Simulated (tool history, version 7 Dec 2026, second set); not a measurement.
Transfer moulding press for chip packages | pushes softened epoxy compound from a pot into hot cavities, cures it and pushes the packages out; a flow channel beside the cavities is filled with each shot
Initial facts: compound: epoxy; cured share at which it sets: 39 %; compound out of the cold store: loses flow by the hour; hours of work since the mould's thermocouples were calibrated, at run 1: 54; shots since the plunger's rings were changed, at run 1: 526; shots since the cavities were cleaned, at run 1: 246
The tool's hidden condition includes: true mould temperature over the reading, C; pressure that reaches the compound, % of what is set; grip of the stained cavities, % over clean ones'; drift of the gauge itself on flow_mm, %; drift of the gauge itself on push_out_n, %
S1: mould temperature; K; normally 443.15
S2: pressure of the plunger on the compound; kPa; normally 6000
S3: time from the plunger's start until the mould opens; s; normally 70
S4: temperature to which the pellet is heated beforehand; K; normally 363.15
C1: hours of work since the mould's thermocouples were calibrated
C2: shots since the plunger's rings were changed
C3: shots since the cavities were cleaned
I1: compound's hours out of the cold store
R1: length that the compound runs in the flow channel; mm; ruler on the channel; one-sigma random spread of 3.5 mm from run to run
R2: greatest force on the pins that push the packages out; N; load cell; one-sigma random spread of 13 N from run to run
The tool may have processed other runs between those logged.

run 1 day=0.000 | S1=443.15 S2=6000 S3=70 S4=363.15 | C1=54 C2=526 C3=246 | I1=48.0 | R1=769 R2=788
-- day=1.917 cavities cleaned with cleaning compound and waxed
run 2 day=2.075 | S1=443.15 S2=6000 S3=70 S4=363.15 | C1=92 C2=1509 C3=78 | I1=27.5 | R1=849 R2=724
-- day=4.467 cavities cleaned with cleaning compound and waxed
run 3 day=4.825 | S1=443.15 S2=6000 S3=70 S4=363.15 | C1=144 C2=2821 C3=175 | I1=33.4 | R1=812 R2=781
-- day=5.833 plunger's sealing rings changed
-- day=6.946 cavities cleaned with cleaning compound and waxed
run 4 day=7.517 | S1=443.15 S2=6000 S3=70 S4=363.15 | C1=192 C2=790 C3=279 | I1=34.3 | R1=809 R2=797
-- day=9.333 cavities cleaned with cleaning compound and waxed
run 5 day=10.133 | S1=443.15 S2=6000 S3=70 S4=363.15 | C1=241 C2=2036 C3=391 | I1=12.6 | R1=904 R2=932
run 6 day=11.554 | S1=443.15 S2=6000 S3=70 S4=363.15 | C1=269 C2=2729 C3=1084 | I1=31.3 | R1=813 R2=992
-- day=11.738 cavities cleaned with cleaning compound and waxed
-- day=12.912 plunger's sealing rings changed
run 7 day=14.117 | S1=443.15 S2=6000 S3=70 S4=363.15 | C1=314 C2=586 C3=1109 | I1=33.8 | R1=822 R2=1007
-- day=14.429 cavities cleaned with cleaning compound and waxed
-- day=16.129 mould's thermocouples calibrated
run 8 day=16.717 | S1=443.15 S2=6000 S3=70 S4=363.15 | C1=11 C2=1785 C3=1077 | I1=19.5 | R1=872 R2=986
-- day=16.925 cavities cleaned with cleaning compound and waxed
run 9 day=19.154 | S1=443.15 S2=6000 S3=70 S4=356.15 | C1=57 C2=2943 C3=1088 | I1=42.1 | R1=773 R2=959
-- day=19.371 cavities cleaned with cleaning compound and waxed
-- day=19.971 plunger's sealing rings changed
-- day=20.967 mould's thermocouples calibrated, once more
-- day=22.154 cavities cleaned with cleaning compound and waxed
run 10 day=22.354 | S1=443.15 S2=6000 S3=70 S4=356.15 | C1=25 C2=1090 C3=96 | I1=26.6 | R1=849 R2=699
-- day=24.625 cavities cleaned with cleaning compound and waxed
run 11 day=25.367 | S1=443.15 S2=6000 S3=70 S4=354.15 | C1=82 C2=2530 C3=361 | I1=10.6 | R1=911 R2=938
-- day=27.012 plunger's sealing rings changed
-- day=27.225 cavities cleaned with cleaning compound and waxed
run 12 day=27.729 | S1=443.15 S2=6000 S3=62 S4=363.15 | C1=124 C2=318 C3=245 | I1=33.6 | R1=821 R2=1048
run 13 day=29.312 | S1=443.15 S2=6000 S3=62 S4=363.15 | C1=155 C2=1092 C3=1019 | I1=18.2 | R1=887 R2=1363
-- day=29.754 cavities cleaned with cleaning compound and waxed
run 14 day=31.342 | S1=447.15 S2=6000 S3=55 S4=363.15 | C1=192 C2=2050 C3=774 | I1=31.9 | R1=804 R2=1244
-- day=32.183 cavities cleaned with cleaning compound and waxed
-- day=33.967 plunger's sealing rings changed
run 15 day=34.446 | S1=445.15 S2=6000 S3=58 S4=363.15 | C1=249 C2=234 C3=1054 | I1=28.7 | R1=835 R2=1289
-- day=34.896 cavities cleaned with cleaning compound and waxed
run 16 day=36.796 | S1=443.15 S2=6000 S3=70 S4=359.15 | C1=292 C2=1350 C3=927 | I1=30.1 | R1=824 R2=980
-- day=37.404 cavities cleaned with cleaning compound and waxed
run 17 day=38.933 | S1=447.15 S2=6850 S3=58 S4=355.15 | C1=332 C2=2362 C3=746 | I1=11.0 | R1=952 R2=1196
-- day=39.921 mould's thermocouples calibrated
-- day=39.983 cavities cleaned with cleaning compound and waxed
-- day=41.038 plunger's sealing rings changed
run 18 day=42.050 | S1=445.15 S2=7100 S3=58 S4=364.15 | C1=38 C2=495 C3=958 | I1=30.3 | R1=912 R2=1422
-- day=42.562 cavities cleaned with cleaning compound and waxed
run 19 day=44.742 | S1=437.15 S2=7100 S3=58 S4=364.15 | C1=88 C2=1779 C3=1064 | I1=24.8 | R1=949 R2=2393
-- day=45.050 cavities cleaned with cleaning compound and waxed
-- day=47.625 cavities cleaned with cleaning compound and waxed
run 20 day=47.662 | S1=443.15 S2=5540 S3=68 S4=358.15 | C1=142 C2=3142 C3=18 | I1=24.0 | R1=811 R2=735
-- day=48.075 plunger's sealing rings changed
-- day=50.112 cavities cleaned with cleaning compound and waxed
run 21 day=50.688 | S1=443.15 S2=7350 S3=68 S4=363.15 | C1=197 C2=1244 C3=281 | I1=44.8 | R1=849 R2=826
-- day=52.508 cavities cleaned with cleaning compound and waxed
run 22 day=52.750 | S1=444.15 S2=6260 S3=66 S4=362.15 | C1=235 C2=2221 C3=119 | I1=40.7 | R1=791 R2=758
-- day=55.025 plunger's sealing rings changed
-- day=55.088 cavities cleaned with cleaning compound and waxed
run 23 day=55.546 | S1=444.15 S2=6260 S3=66 S4=362.15 | C1=285 C2=222 C3=222 | I1=30.2 | R1=855 R2=855
-- day=57.546 cavities cleaned with cleaning compound and waxed
run 24 day=57.608 | S1=443.15 S2=5650 S3=50 S4=363.15 | C1=324 C2=1200 C3=31 | I1=44.3 | R1=751 R2=1375
-- day=59.046 mould's thermocouples calibrated
-- day=60.071 cavities cleaned with cleaning compound and waxed
run 25 day=60.071 | S1=443.15 S2=4680 S3=64 S4=356.15 | C1=18 C2=2329 C3=0 | I1=12.8 | R1=799 R2=891

Measured less the same run without the tool's hidden state. The same run-to-run variation is in both; the gauge's scatter may not be:
run=1 R1=-5 R2=+193
run=2 R1=-12 R2=+82
run=3 R1=-19 R2=+141
run=4 R1=-8 R2=+187
run=5 R1=-17 R2=+261
run=6 R1=-20 R2=+359
run=7 R1=-7 R2=+363
run=8 R1=-17 R2=+334
run=9 R1=-22 R2=+327
run=10 R1=-10 R2=+66
run=11 R1=-23 R2=+233
run=12 R1=-5 R2=+216
run=13 R1=-12 R2=+468
run=14 R1=-17 R2=+406
run=15 R1=-5 R2=+432
run=16 R1=-13 R2=+328
run=17 R1=-22 R2=+365
run=18 R1=-6 R2=+532
run=19 R1=-15 R2=+900
run=20 R1=-23 R2=+31
run=21 R1=-11 R2=+197
run=22 R1=-17 R2=+112
run=23 R1=-4 R2=+191
run=24 R1=-9 R2=+43
run=25 R1=-15 R2=+19
